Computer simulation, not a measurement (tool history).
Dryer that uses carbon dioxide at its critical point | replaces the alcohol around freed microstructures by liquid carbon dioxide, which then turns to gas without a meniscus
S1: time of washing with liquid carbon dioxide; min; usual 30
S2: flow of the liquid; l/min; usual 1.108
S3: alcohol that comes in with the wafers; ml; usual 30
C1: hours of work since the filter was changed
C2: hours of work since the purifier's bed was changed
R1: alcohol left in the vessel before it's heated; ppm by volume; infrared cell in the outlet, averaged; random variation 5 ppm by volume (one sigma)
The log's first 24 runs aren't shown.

{"run": 25, "hour": 435.0, "S1": 30, "S2": 1.2, "S3": 29, "C1": 102, "C2": 454, "R1": 92}
{"run": 26, "hour": 450.2, "S1": 29, "S2": 1.19, "S3": 30, "C1": 109, "C2": 460, "R1": 80}
{"run": 27, "hour": 466.8, "S1": 47, "S2": 0.82, "S3": 23, "C1": 116, "C2": 467, "R1": 69}
{"run": 28, "hour": 482.2, "S1": 36, "S2": 0.83, "S3": 20, "C1": 122, "C2": 474, "R1": 94}
{"run": 29, "hour": 504.4, "S1": 30, "S2": 0.92, "S3": 106, "C1": 131, "C2": 483, "R1": 295}
{"run": 30, "hour": 520.5, "S1": 30, "S2": 0.92, "S3": 106, "C1": 138, "C2": 490, "R1": 309}
{"run": 31, "hour": 544.6, "S1": 19, "S2": 0.93, "S3": 36, "C1": 148, "C2": 500, "R1": 518}
{"run": 32, "hour": 566.6, "S1": 41, "S2": 0.93, "S3": 36, "C1": 157, "C2": 509, "R1": 85}
{"run": 33, "hour": 581.7, "S1": 48, "S2": 1.56, "S3": 27, "C1": 164, "C2": 515, "R1": 79}
{"run": 34, "hour": 602.0, "S1": 48, "S2": 1.56, "S3": 27, "C1": 172, "C2": 524, "R1": 87}
{"run": 35, "hour": 628.8, "S1": 48, "S2": 1.56, "S3": 27, "C1": 183, "C2": 535, "R1": 81}
{"run": 36, "hour": 643.1, "S1": 37, "S2": 1.56, "S3": 79, "C1": 189, "C2": 541, "R1": 86}
{"run": 37, "hour": 656.3, "S1": 28, "S2": 0.86, "S3": 73, "C1": 195, "C2": 546, "R1": 453}
{"run": 38, "hour": 669.2, "S1": 28, "S2": 0.91, "S3": 111, "C1": 200, "C2": 552, "R1": 538}
{"run": 39, "hour": 685.8, "S1": 28, "S2": 1.14, "S3": 22, "C1": 207, "C2": 559, "R1": 118}
{"run": 40, "hour": 707.7, "S1": 28, "S2": 1.14, "S3": 22, "C1": 216, "C2": 568, "R1": 121}
{"hour": 725.4, "done": "inlet filter changed"}
{"run": 41, "hour": 735.3, "S1": 28, "S2": 1.14, "S3": 22, "C1": 4, "C2": 579, "R1": 96}
{"run": 42, "hour": 757.9, "S1": 28, "S2": 1.14, "S3": 22, "C1": 14, "C2": 589, "R1": 112}
{"run": 43, "hour": 777.2, "S1": 28, "S2": 1.14, "S3": 22, "C1": 22, "C2": 597, "R1": 103}
{"run": 44, "hour": 795.9, "S1": 28, "S2": 1.14, "S3": 22, "C1": 30, "C2": 604, "R1": 109}
{"run": 45, "hour": 811.5, "S1": 21, "S2": 1.14, "S3": 23, "C1": 36, "C2": 611, "R1": 164}
{"run": 46, "hour": 831.0, "S1": 21, "S2": 0.69, "S3": 46, "C1": 44, "C2": 619, "R1": 901}
{"run": 47, "hour": 845.1, "S1": 35, "S2": 1.37, "S3": 46, "C1": 50, "C2": 625, "R1": 96}

Forecast each of these 4 alternatives for the next run:
{"run": "A", "hour": 865.7, "S1": 30, "S2": 1.108, "S3": 22, "C1": 59, "C2": 634, "R1": "?"}
{"run": "B", "hour": 865.7, "S1": 43, "S2": 1.108, "S3": 92, "C1": 59, "C2": 634, "R1": "?"}
{"run": "C", "hour": 865.7, "S1": 30, "S2": 1.42, "S3": 32, "C1": 59, "C2": 634, "R1": "?"}
{"run": "D", "hour": 865.7, "S1": 18, "S2": 1.85, "S3": 106, "C1": 59, "C2": 634, "R1": "?"}

run=A R1=103
run=B R1=99
run=C R1=105
run=D R1=151
Without the tool's hidden state the same runs would have given:
run=A R1=6
run=B R1=8
run=C R1=10
run=D R1=45
